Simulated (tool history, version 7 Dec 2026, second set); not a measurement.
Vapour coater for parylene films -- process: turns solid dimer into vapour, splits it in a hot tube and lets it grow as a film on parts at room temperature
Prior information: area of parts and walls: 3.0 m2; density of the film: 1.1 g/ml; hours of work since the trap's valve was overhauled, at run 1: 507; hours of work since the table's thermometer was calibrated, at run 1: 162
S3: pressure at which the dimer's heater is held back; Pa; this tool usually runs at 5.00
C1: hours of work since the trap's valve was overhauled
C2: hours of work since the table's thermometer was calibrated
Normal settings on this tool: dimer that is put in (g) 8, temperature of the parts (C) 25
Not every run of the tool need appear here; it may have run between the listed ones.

Run 1, hour 0.0: usual settings; C1 507; C2 162. Result: thickness of the film (µm) 1.333.
Run 2, hour 11.6: usual settings; C1 516; C2 172. Result: thickness of the film (µm) 1.338.
Run 3, hour 36.5: usual settings; C1 538; C2 193. Result: thickness of the film (µm) 1.342.
Run 4, hour 59.0: usual settings; C1 557; C2 212. Result: thickness of the film (µm) 1.343.
Run 5, hour 74.9: usual settings; C1 570; C2 226. Result: thickness of the film (µm) 1.338.
At hour 90.0: trap's valve overhauled.
Run 6, hour 95.2: usual settings; C1 4; C2 240. Result: thickness of the film (µm) 1.351.
Run 7, hour 119.2: usual settings; C1 25; C2 260. Result: thickness of the film (µm) 1.360.
Run 8, hour 140.6: usual settings; C1 43; C2 278. Result: thickness of the film (µm) 1.332.
Run 9, hour 161.8: usual settings; C1 61; C2 296. Result: thickness of the film (µm) 1.351.
Run 10, hour 181.2: usual settings; C1 78; C2 313. Result: thickness of the film (µm) 1.335.
Run 11, hour 201.2: usual settings but dimer that is put in (g) 4; C1 95; C2 330. Result: thickness of the film (µm) 0.681.
Run 12, hour 220.0: usual settings but dimer that is put in (g) 4; C1 110; C2 346. Result: thickness of the film (µm) 0.675.
Run 13, hour 244.1: usual settings but dimer that is put in (g) 4; C1 131; C2 366. Result: thickness of the film (µm) 0.684.
Run 14, hour 263.4: usual settings; C1 147; C2 383. Result: thickness of the film (µm) 1.340.
Run 15, hour 285.8: usual settings but S3 2.39 Pa; C1 166; C2 402. Result: thickness of the film (µm) 1.471.
Run 16, hour 297.6: usual settings but dimer that is put in (g) 4; C1 176; C2 412. Result: thickness of the film (µm) 0.668.
Run 17, hour 316.8: usual settings but dimer that is put in (g) 4; C1 193; C2 428. Result: thickness of the film (µm) 0.661.
Run 18, hour 330.1: usual settings but dimer that is put in (g) 4; C1 204; C2 439. Result: thickness of the film (µm) 0.672.
Run 19, hour 350.0: usual settings but dimer that is put in (g) 4; C1 221; C2 456. Result: thickness of the film (µm) 0.675.
Run 20, hour 371.9: usual settings but dimer that is put in (g) 4, S3 6.25 Pa; C1 239; C2 475. Result: thickness of the film (µm) 0.648.
Run 21, hour 382.8: usual settings but dimer that is put in (g) 4, S3 6.25 Pa; C1 249; C2 484. Result: thickness of the film (µm) 0.656.
Run 22, hour 408.0: usual settings but dimer that is put in (g) 4, S3 6.25 Pa; C1 270; C2 505. Result: thickness of the film (µm) 0.657.
Run 23, hour 426.4: usual settings but dimer that is put in (g) 4, S3 6.25 Pa; C1 286; C2 521. Result: thickness of the film (µm) 0.648.
Run 24, hour 449.1: usual settings but dimer that is put in (g) 4, S3 6.25 Pa; C1 305; C2 540. Result: thickness of the film (µm) 0.646.
Run 25, hour 462.8: usual settings but dimer that is put in (g) 4, S3 6.25 Pa; C1 317; C2 552. Result: thickness of the film (µm) 0.663.
Run 26, hour 475.9: usual settings but dimer that is put in (g) 9, temperature of the parts (C) 28, S3 2.66 Pa; C1 328; C2 563. Result: thickness of the film (µm) 1.469.
Run 27, hour 497.5: usual settings but dimer that is put in (g) 9, temperature of the parts (C) 28, S3 2.66 Pa; C1 346; C2 581. Result: thickness of the film (µm) 1.497.
Run 28, hour 509.4: usual settings but dimer that is put in (g) 3, temperature of the parts (C) 18, S3 5.55 Pa; C1 356; C2 592. Result: thickness of the film (µm) 0.616.
Run 29, hour 521.6: usual settings but dimer that is put in (g) 3, temperature of the parts (C) 21, S3 5.55 Pa; C1 367; C2 602. Result: thickness of the film (µm) 0.552.
Run 30, hour 545.3: usual settings but dimer that is put in (g) 4, temperature of the parts (C) 18, S3 3.11 Pa; C1 387; C2 622. Result: thickness of the film (µm) 0.881.
Run 31, hour 565.2: usual settings but dimer that is put in (g) 4, temperature of the parts (C) 18, S3 3.11 Pa; C1 404; C2 639. Result: thickness of the film (µm) 0.875.
Run 32, hour 581.0: usual settings but S3 3.21 Pa; C1 417; C2 652. Result: thickness of the film (µm) 1.410.
Run 33, hour 594.2: usual settings but S3 3.21 Pa; C1 428; C2 664. Result: thickness of the film (µm) 1.417.
Run 34, hour 610.9: usual settings but S3 8.16 Pa; C1 443; C2 678. Result: thickness of the film (µm) 1.261.
Run 35, hour 624.8: usual settings but dimer that is put in (g) 13, temperature of the parts (C) 19; C1 454; C2 690. Result: thickness of the film (µm) 2.596.
Run 36, hour 647.2: usual settings but dimer that is put in (g) 13, temperature of the parts (C) 19; C1 473; C2 709. Result: thickness of the film (µm) 2.595.
Run 37, hour 663.0: usual settings but dimer that is put in (g) 5, temperature of the parts (C) 21, S3 4.78 Pa; C1 487; C2 722. Result: thickness of the film (µm) 0.942.
Run 38, hour 686.5: usual settings but dimer that is put in (g) 3, temperature of the parts (C) 35, S3 9.32 Pa; C1 507; C2 742. Result: thickness of the film (µm) 0.337.
Run 39, hour 709.7: usual settings but dimer that is put in (g) 3, temperature of the parts (C) 35, S3 9.32 Pa; C1 527; C2 762. Result: thickness of the film (µm) 0.343.
Run 40, hour 730.5: usual settings but dimer that is put in (g) 3, temperature of the parts (C) 18, S3 9.32 Pa; C1 544; C2 779. Result: thickness of the film (µm) 0.588.
Run 41, hour 742.7: usual settings but temperature of the parts (C) 29; C1 555; C2 790. Result: thickness of the film (µm) 1.201.
Run 42, hour 759.1: usual settings but temperature of the parts (C) 29; C1 568; C2 804. Result: thickness of the film (µm) 1.190.
At hour 777.1: trap's valve overhauled.
Run 43, hour 785.6: usual settings but temperature of the parts (C) 29; C1 7; C2 823. Result: thickness of the film (µm) 1.197.
Run 44, hour 805.2: usual settings but temperature of the parts (C) 29; C1 24; C2 840. Result: thickness of the film (µm) 1.191.

Estimate the outcome of run 45 from the log above:
Run 45, hour 817.5: usual settings but temperature of the parts (C) 30; C1 34; C2 850. Result: thickness of the film (µm) ?.

thickness of the film (µm): 1.147
On a tool with no hidden condition, and with the same random variation, this run would have come out at thickness of the film (µm) 1.148.
